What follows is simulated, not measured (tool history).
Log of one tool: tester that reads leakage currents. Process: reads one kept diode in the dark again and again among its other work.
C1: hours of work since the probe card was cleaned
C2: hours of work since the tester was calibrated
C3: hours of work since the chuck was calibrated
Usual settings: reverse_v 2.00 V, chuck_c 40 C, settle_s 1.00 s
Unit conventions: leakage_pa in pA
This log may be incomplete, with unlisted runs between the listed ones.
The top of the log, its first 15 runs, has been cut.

run 16 hour=2069.0 | reverse_v=8.53 chuck_c=40 settle_s=1.00 | C1=933 C2=2878 C3=1137 | leakage_pa=633.14
run 17 hour=2196.7 | reverse_v=2.00 chuck_c=40 settle_s=1.00 | C1=997 C2=2942 C3=1201 | leakage_pa=278.14
run 18 hour=2314.9 | reverse_v=7.11 chuck_c=40 settle_s=1.70 | C1=1057 C2=3002 C3=1260 | leakage_pa=574.78
-- hour=2427.8 chuck's temperature calibrated
run 19 hour=2498.0 | reverse_v=6.09 chuck_c=36 settle_s=0.49 | C1=1147 C2=3092 C3=35 | leakage_pa=359.94
run 20 hour=2673.8 | reverse_v=1.16 chuck_c=40 settle_s=3.49 | C1=1236 C2=3180 C3=123 | leakage_pa=193.54
run 21 hour=2826.1 | reverse_v=12.67 chuck_c=31 settle_s=3.49 | C1=1312 C2=3257 C3=200 | leakage_pa=369.02
run 22 hour=2992.7 | reverse_v=1.45 chuck_c=31 settle_s=3.49 | C1=1395 C2=3340 C3=283 | leakage_pa=106.51
run 23 hour=3080.9 | reverse_v=2.00 chuck_c=51 settle_s=3.79 | C1=1440 C2=3385 C3=327 | leakage_pa=626.56
run 24 hour=3282.1 | reverse_v=2.00 chuck_c=51 settle_s=3.79 | C1=1540 C2=3485 C3=428 | leakage_pa=626.19
run 25 hour=3431.0 | reverse_v=19.21 chuck_c=23 settle_s=0.49 | C1=1615 C2=3560 C3=503 | leakage_pa=258.13
run 26 hour=3541.8 | reverse_v=2.10 chuck_c=40 settle_s=1.31 | C1=1671 C2=3616 C3=558 | leakage_pa=278.13
run 27 hour=3710.3 | reverse_v=2.10 chuck_c=40 settle_s=0.94 | C1=1755 C2=3700 C3=643 | leakage_pa=280.49
run 28 hour=3862.4 | reverse_v=1.13 chuck_c=38 settle_s=1.20 | C1=1831 C2=3776 C3=719 | leakage_pa=168.00
run 29 hour=4005.3 | reverse_v=9.36 chuck_c=26 settle_s=5.07 | C1=1903 C2=3848 C3=791 | leakage_pa=217.87
run 30 hour=4212.0 | reverse_v=9.36 chuck_c=26 settle_s=0.74 | C1=2007 C2=3951 C3=894 | leakage_pa=220.57
run 31 hour=4382.2 | reverse_v=2.00 chuck_c=45 settle_s=3.34 | C1=2092 C2=4037 C3=980 | leakage_pa=408.50
run 32 hour=4480.4 | reverse_v=4.57 chuck_c=45 settle_s=7.02 | C1=2141 C2=4086 C3=1029 | leakage_pa=658.77
run 33 hour=4595.9 | reverse_v=7.09 chuck_c=46 settle_s=7.02 | C1=2199 C2=4144 C3=1087 | leakage_pa=915.45
run 34 hour=4781.9 | reverse_v=2.00 chuck_c=40 settle_s=7.21 | C1=2292 C2=4237 C3=1180 | leakage_pa=281.44

Below are 4 alternative next runs, each starting from the tool's condition after run 34. Predict each:
run A hour=4903.5 | reverse_v=4.68 chuck_c=34 settle_s=0.38 | C1=2353 C2=4298 C3=1241 | leakage_pa=?
run B hour=4903.5 | reverse_v=2.00 chuck_c=49 settle_s=1.00 | C1=2353 C2=4298 C3=1241 | leakage_pa=?
run C hour=4903.5 | reverse_v=1.66 chuck_c=35 settle_s=1.30 | C1=2353 C2=4298 C3=1241 | leakage_pa=?
run D hour=4903.5 | reverse_v=2.10 chuck_c=43 settle_s=0.78 | C1=2353 C2=4298 C3=1241 | leakage_pa=?

run=A leakage_pa=285.57
run=B leakage_pa=559.42
run=C leakage_pa=169.05
run=D leakage_pa=366.62
With the hidden condition removed and each run's random variation left untouched, the same runs would have given:
run=A leakage_pa=255.82
run=B leakage_pa=517.88
run=C leakage_pa=153.63
run=D leakage_pa=337.12
